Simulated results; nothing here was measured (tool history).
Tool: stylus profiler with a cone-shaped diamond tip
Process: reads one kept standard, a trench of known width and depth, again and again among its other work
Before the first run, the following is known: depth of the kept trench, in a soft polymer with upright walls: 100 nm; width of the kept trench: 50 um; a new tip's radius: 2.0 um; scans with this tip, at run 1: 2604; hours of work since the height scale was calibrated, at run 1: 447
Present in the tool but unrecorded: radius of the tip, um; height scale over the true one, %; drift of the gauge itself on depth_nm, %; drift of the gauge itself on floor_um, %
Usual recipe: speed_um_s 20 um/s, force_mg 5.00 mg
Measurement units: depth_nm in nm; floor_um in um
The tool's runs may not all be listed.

run	hour	speed_um_s	force_mg	scans with this tip	hours of work since the height scale was calibrated	depth_nm	floor_um
1	0.0	20	5.00	2604	447	102.49	48.67
2	69.0	23	5.00	2819	483	102.52	48.69
3	156.4	20	1.85	3091	530	101.04	48.67
4	207.4	20	4.83	3250	557	102.44	48.70
5	265.4	20	4.83	3430	588	102.44	48.70
6	340.6	20	4.83	3664	628	102.34	48.71
7	379.0	20	5.00	3784	649	102.52	48.69
8	425.2	20	5.00	3927	673	102.55	48.69
9	488.0	20	5.00	4123	707	102.56	48.70
10	558.7	6	5.00	4343	745	102.45	48.70
11	633.3	43	7.13	4575	784	103.05	48.66
12	720.1	43	7.13	4845	831	103.25	48.58
13	787.5	5	2.14	5055	867	101.56	48.68
14	877.5	52	2.26	5335	915	101.21	48.59
15	937.6	52	2.26	5522	947	101.27	48.53
16	989.6	26	10.47	5684	975	104.07	48.67
17	1045.4	26	4.75	5858	1004	102.35	48.66
18	1131.0	26	4.75	6124	1050	102.41	48.66
19	1223.0	26	4.75	6410	1099	102.39	48.73

Each row is a separate what-if for the run after 19, all from the same tool condition, not one after another. Results?
A	1270.3	8	13.70	6558	1124	?	?
B	1270.3	50	2.92	6558	1124	?	?
C	1270.3	26	3.40	6558	1124	?	?
D	1270.3	10	4.54	6558	1124	?	?
E	1270.3	20	6.76	6558	1124	?	?

run	depth_nm	floor_um
A	104.85	48.71
B	101.65	48.57
C	101.83	48.69
D	102.31	48.70
E	103.10	48.68
With no hidden state in the tool, these same runs would have given:
run	depth_nm	floor_um
A	104.84	48.72
B	101.64	48.58
C	101.82	48.70
D	102.29	48.71
E	103.09	48.69

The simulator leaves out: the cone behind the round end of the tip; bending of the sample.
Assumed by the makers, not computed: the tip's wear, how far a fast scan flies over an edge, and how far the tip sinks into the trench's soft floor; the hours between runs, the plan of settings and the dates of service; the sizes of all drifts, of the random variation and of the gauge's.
